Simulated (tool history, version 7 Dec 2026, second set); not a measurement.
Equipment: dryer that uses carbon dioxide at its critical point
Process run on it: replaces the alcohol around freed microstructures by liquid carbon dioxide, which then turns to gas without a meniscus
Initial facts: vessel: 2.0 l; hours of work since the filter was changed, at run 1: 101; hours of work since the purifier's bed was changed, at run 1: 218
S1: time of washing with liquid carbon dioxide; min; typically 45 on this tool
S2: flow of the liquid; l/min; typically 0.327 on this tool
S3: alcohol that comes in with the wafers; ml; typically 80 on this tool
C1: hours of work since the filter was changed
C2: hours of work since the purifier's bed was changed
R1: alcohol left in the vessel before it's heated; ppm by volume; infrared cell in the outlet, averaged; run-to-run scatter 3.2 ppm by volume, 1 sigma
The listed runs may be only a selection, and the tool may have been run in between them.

Run 1, hour 0: usual settings; C1 101; C2 218. Result: R1 45 ppm by volume.
Run 2, hour 13: usual settings; C1 110; C2 227. Result: R1 50 ppm by volume.
Run 3, hour 27.2: usual settings; C1 119; C2 236. Result: R1 50 ppm by volume.
Run 4, hour 36.5: usual settings but S1 53 min; C1 125; C2 242. Result: R1 28 ppm by volume.
Run 5, hour 46.8: usual settings but S1 67 min; C1 131; C2 248. Result: R1 18 ppm by volume.
Run 6, hour 60.7: usual settings but S2 0.237 l/min; C1 140; C2 257. Result: R1 323 ppm by volume.
Run 7, hour 68.9: usual settings but S2 0.237 l/min; C1 145; C2 263. Result: R1 322 ppm by volume.
Run 8, hour 79.1: usual settings but S2 0.237 l/min; C1 152; C2 269. Result: R1 323 ppm by volume.
Run 9, hour 87.4: usual settings; C1 157; C2 274. Result: R1 58 ppm by volume.
Run 10, hour 96.1: usual settings but S2 0.211 l/min; C1 163; C2 280. Result: R1 576 ppm by volume.
Run 11, hour 106.7: usual settings but S2 0.211 l/min; C1 170; C2 287. Result: R1 576 ppm by volume.
Run 12, hour 114: usual settings but S1 63 min; C1 174; C2 292. Result: R1 12 ppm by volume.
Run 13, hour 121.1: usual settings; C1 179; C2 296. Result: R1 61 ppm by volume.
Run 14, hour 131.6: usual settings but S2 0.244 l/min; C1 186; C2 303. Result: R1 293 ppm by volume.
Run 15, hour 141.2: usual settings but S2 0.244 l/min; C1 192; C2 309. Result: R1 298 ppm by volume.
Run 16, hour 148.1: usual settings but S2 0.247 l/min, S3 22 ml; C1 196; C2 313. Result: R1 88 ppm by volume.
Run 17, hour 158: usual settings but S1 57 min, S2 0.4 l/min, S3 22 ml; C1 203; C2 320. Result: R1 17 ppm by volume.
Run 18, hour 164.4: usual settings but S1 71 min, S2 0.411 l/min, S3 59 ml; C1 207; C2 324. Result: R1 22 ppm by volume.
Run 19, hour 171.1: usual settings but S1 71 min, S2 0.411 l/min, S3 59 ml; C1 211; C2 328. Result: R1 20 ppm by volume.
Run 20, hour 177.1: usual settings but S1 48 min, S2 0.531 l/min, S3 21 ml; C1 215; C2 332. Result: R1 24 ppm by volume.
Run 21, hour 189.8: usual settings but S1 38 min, S2 0.414 l/min, S3 97 ml; C1 223; C2 340. Result: R1 51 ppm by volume.
Run 22, hour 197.8: usual settings but S1 36 min, S2 0.391 l/min; C1 228; C2 345. Result: R1 72 ppm by volume.
Run 23, hour 208.1: usual settings but S1 27 min, S2 0.225 l/min, S3 61 ml; C1 235; C2 352. Result: R1 2059 ppm by volume.
Run 24, hour 214.8: usual settings but S1 60 min, S2 0.443 l/min, S3 48 ml; C1 239; C2 356. Result: R1 16 ppm by volume.
Run 25, hour 224.2: usual settings but S1 50 min, S2 0.214 l/min, S3 32 ml; C1 245; C2 362. Result: R1 160 ppm by volume.
Run 26, hour 231.2: usual settings but S1 28 min, S2 0.471 l/min; C1 250; C2 367. Result: R1 98 ppm by volume.
Run 27, hour 239.9: usual settings but S1 28 min, S2 0.471 l/min; C1 255; C2 372. Result: R1 99 ppm by volume.
Run 28, hour 250.9: usual settings but S1 28 min, S2 0.471 l/min; C1 262; C2 379. Result: R1 101 ppm by volume.
Run 29, hour 264: usual settings but S1 30 min, S3 56 ml; C1 271; C2 388. Result: R1 348 ppm by volume.
Run 30, hour 274.4: usual settings but S1 30 min, S3 56 ml; C1 277; C2 394. Result: R1 345 ppm by volume.

Predict each of these 3 candidate next runs independently; none follows another, all start after run 30:
Run A, hour 280.7: usual settings but S1 30 min, S2 0.248 l/min, S3 71 ml; C1 281; C2 398. Result: R1 ?.
Run B, hour 280.7: usual settings but S3 28 ml; C1 281; C2 398. Result: R1 ?.
Run C, hour 280.7: usual settings but S1 30 min, S2 0.411 l/min, S3 56 ml; C1 281; C2 398. Result: R1 ?.

run    R1
  A  1341
  B    39
  C   115
Stripped of hidden state, with their random variation kept, the same runs would have yielded:
run    R1
  A  1071
  B    18
  C    72

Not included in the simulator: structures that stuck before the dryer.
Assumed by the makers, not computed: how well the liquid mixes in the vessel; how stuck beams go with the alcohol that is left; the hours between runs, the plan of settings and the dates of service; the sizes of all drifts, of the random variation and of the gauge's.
